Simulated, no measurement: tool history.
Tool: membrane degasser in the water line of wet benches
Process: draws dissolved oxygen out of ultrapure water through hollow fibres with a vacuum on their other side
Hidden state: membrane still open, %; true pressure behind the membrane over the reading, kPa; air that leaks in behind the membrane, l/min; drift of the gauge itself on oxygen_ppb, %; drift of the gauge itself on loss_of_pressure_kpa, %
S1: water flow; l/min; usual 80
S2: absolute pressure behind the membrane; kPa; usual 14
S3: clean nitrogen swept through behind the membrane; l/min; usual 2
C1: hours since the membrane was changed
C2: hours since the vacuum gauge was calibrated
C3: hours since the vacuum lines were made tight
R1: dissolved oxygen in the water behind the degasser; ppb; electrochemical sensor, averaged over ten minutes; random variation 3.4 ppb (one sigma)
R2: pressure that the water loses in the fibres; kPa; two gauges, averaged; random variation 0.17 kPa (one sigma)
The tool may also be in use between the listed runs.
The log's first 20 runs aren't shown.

run    hour   S1    S2    S3    C1    C2     C3      R1     R2
 21  1099.2  109  15.7     2  1351   489  10607  1252.3  36.32
 22  1165.6  109  15.7     2  1417   555  10674  1248.8  36.16
 23  1219.5  120  23.5     2  1471   609  10728    1944  40.21
 24  1253.3   49  23.5     2  1505   643  10761   989.8  16.26
 25  1303.5   49  23.5     2  1555   693  10812   989.3  16.22
 26  1333.9   49  23.5     2  1585   724  10842   982.8  16.39
 27    1374   49  23.5     2  1626   764  10882   986.1  16.16
 28  1431.2   51  12.8     2  1683   821  10939   520.4  16.82
 29  1469.3   80   8.9  5.45  1721   859  10977   251.6  26.61
 30  1505.9  106  34.2  2.05  1757   896  11014  2415.2  35.59
 31  1576.2  106  34.2  2.05  1828   966  11084  2416.2  35.17
 32  1641.8  102  33.7  1.53  1893  1031  11150  2750.9  34.36

3 ways to go on from here, each from the tool as it stands after run 32. What would each give?
  A  1695  127  19.3  0.81  1947  1085  11203   ?   ?
  B  1695  102  33.7  0.86  1947  1085  11203   ?   ?
  C  1695  109  33.7  1.53  1947  1085  11203   ?   ?

run      R1     R2
  A  2696.4  42.43
  B  3606.9  34.02
  C  2854.8  36.63
Without the tool's hidden state the same runs would have given:
run      R1     R2
  A  2701.6  42.05
  B  3613.2  33.72
  C  2850.4   36.3

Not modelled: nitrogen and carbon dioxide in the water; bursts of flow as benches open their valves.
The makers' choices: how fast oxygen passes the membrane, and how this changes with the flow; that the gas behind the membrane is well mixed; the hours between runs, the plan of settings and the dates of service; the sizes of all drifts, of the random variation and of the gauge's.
